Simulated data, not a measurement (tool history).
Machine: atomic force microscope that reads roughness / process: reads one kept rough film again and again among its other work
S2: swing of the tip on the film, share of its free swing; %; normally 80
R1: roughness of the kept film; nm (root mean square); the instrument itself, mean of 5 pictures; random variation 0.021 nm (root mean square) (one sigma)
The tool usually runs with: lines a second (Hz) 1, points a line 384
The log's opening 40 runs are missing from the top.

{"run": 41, "hour": 539.7, "lines a second (Hz)": 1, "S2": 55, "points a line": 276, "R1": 4.822}
{"run": 42, "hour": 555.1, "lines a second (Hz)": 1, "S2": 55, "points a line": 276, "R1": 4.752}
{"run": 43, "hour": 564.1, "lines a second (Hz)": 3.38, "S2": 80, "points a line": 854, "R1": 4.116}
{"run": 44, "hour": 581.2, "lines a second (Hz)": 1.1, "S2": 78, "points a line": 261, "R1": 4.528}
{"run": 45, "hour": 598.3, "lines a second (Hz)": 1.55, "S2": 78, "points a line": 261, "R1": 4.395}
{"run": 46, "hour": 606.9, "lines a second (Hz)": 0.68, "S2": 78, "points a line": 395, "R1": 4.53}
{"hour": 614.7, "done": "new tip fitted"}
{"run": 47, "hour": 618.7, "lines a second (Hz)": 1, "S2": 88, "points a line": 384, "R1": 4.969}
{"run": 48, "hour": 632.4, "lines a second (Hz)": 1, "S2": 80, "points a line": 732, "R1": 4.988}
{"run": 49, "hour": 642.0, "lines a second (Hz)": 1.72, "S2": 80, "points a line": 962, "R1": 4.806}
{"run": 50, "hour": 654.3, "lines a second (Hz)": 1.24, "S2": 59, "points a line": 446, "R1": 5.103}
{"run": 51, "hour": 664.5, "lines a second (Hz)": 0.64, "S2": 80, "points a line": 951, "R1": 5.024}
{"run": 52, "hour": 682.2, "lines a second (Hz)": 1, "S2": 86, "points a line": 387, "R1": 4.779}

Each row is a separate what-if for the run after 52, all from the same tool condition, not one after another. Results?
{"run": "A", "hour": 692.2, "lines a second (Hz)": 1, "S2": 59, "points a line": 876, "R1": "?"}
{"run": "B", "hour": 692.2, "lines a second (Hz)": 1, "S2": 74, "points a line": 974, "R1": "?"}
{"run": "C", "hour": 692.2, "lines a second (Hz)": 2.32, "S2": 69, "points a line": 827, "R1": "?"}

run=A R1=5.006
run=B R1=4.906
run=C R1=4.792
Had the tool no hidden state, the same runs would have come out as:
run=A R1=5.283
run=B R1=5.178
run=C R1=5.057
